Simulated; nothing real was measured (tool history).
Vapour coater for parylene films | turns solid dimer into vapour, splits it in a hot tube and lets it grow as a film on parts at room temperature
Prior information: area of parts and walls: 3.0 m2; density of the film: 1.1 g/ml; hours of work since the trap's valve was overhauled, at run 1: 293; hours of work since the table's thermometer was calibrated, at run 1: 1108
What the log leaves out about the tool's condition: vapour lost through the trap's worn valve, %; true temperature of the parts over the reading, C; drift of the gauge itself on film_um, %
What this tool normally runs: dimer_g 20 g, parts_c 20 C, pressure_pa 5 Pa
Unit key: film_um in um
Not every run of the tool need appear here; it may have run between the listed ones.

run	hour	dimer_g	parts_c	pressure_pa	hours of work since the trap's valve was overhauled	hours of work since the table's thermometer was calibrated	film_um
1	0	20	20	5	293	1108	3
2	55.3	20	20	5	333	1147	2.96
# hour 112.9: trap's valve overhauled
3	117.4	20	20	5	3	1188	3.16
4	185.5	20	20	5	52	1237	3.12
5	258.9	20	20	3.05	104	1289	3.15
6	312.4	20	20	3.05	142	1327	3.19
7	377.2	20	20	3.05	188	1373	3.18
8	446	20	20	5	237	1422	3.01
9	506.9	20	20	5	280	1465	2.99
10	562.9	20	20	5	320	1505	2.96
# hour 638.1: trap's valve overhauled
11	643.4	31	20	5	4	1559	4.87
12	706.3	31	20	5	48	1604	4.78
13	766.1	31	20	5	91	1646	4.8
14	836.7	31	20	2.52	141	1696	4.99
15	882.1	20	20	5	173	1728	3.04
16	945.8	22	20	5	218	1774	3.35
17	996.7	22	20	5	255	1810	3.35
18	1062.4	22	20	2.26	301	1856	3.46
19	1105.9	20	20	5	332	1887	2.97
20	1143.3	20	20	5	359	1914	2.94
# hour 1159.4: trap's valve overhauled
21	1182.8	20	20	5	17	1939	3.13
22	1218.8	20	20	5	42	1965	3.13
23	1272.9	34	15	4.17	81	2003	6.6
24	1305.9	34	15	4.17	104	2027	6.52
25	1373	34	15	4.17	152	2074	6.49
26	1435	17	15	4.17	196	2118	3.22
27	1490.5	8	14	5	235	2158	1.54
28	1538.4	34	27	4.88	269	2192	3.85
# hour 1558.9: table's thermometer calibrated
29	1583.7	20	14	3.61	301	18	4.01
30	1626.1	20	14	3.61	331	48	4.02
31	1672.8	20	20	3.8	364	81	3.09
# hour 1684.2: trap's valve overhauled
32	1745	9	26	5	43	129	1.12
33	1799.5	9	26	5	82	168	1.11
34	1851.6	17	12	5.26	119	205	3.71
35	1928.2	17	12	3.02	173	259	3.79
36	1992.2	20	18	5	219	305	3.32
37	2051.6	20	18	5	261	347	3.35
38	2121.3	20	18	5	310	396	3.3
39	2175	26	24	11.63	349	435	3.14
# hour 2209.1: trap's valve overhauled
40	2249.5	26	24	11.63	29	485	3.3
41	2283.9	9	21	11.63	53	509	1.28
42	2324.2	16	16	4.28	82	538	3.01
43	2402.9	12	16	5.67	138	594	2.2

Each row is a separate what-if for the run after 43, all from the same tool condition, not one after another. Results?
A	2442.6	20	18	5	166	622	?
B	2442.6	20	32	5	166	622	?
C	2442.6	12	16	2.92	166	622	?

run	film_um
A	3.38
B	1.86
C	2.29
The same runs, with their run-to-run variation unchanged, on a tool lacking any hidden condition would have given:
run	film_um
A	3.51
B	1.93
C	2.38
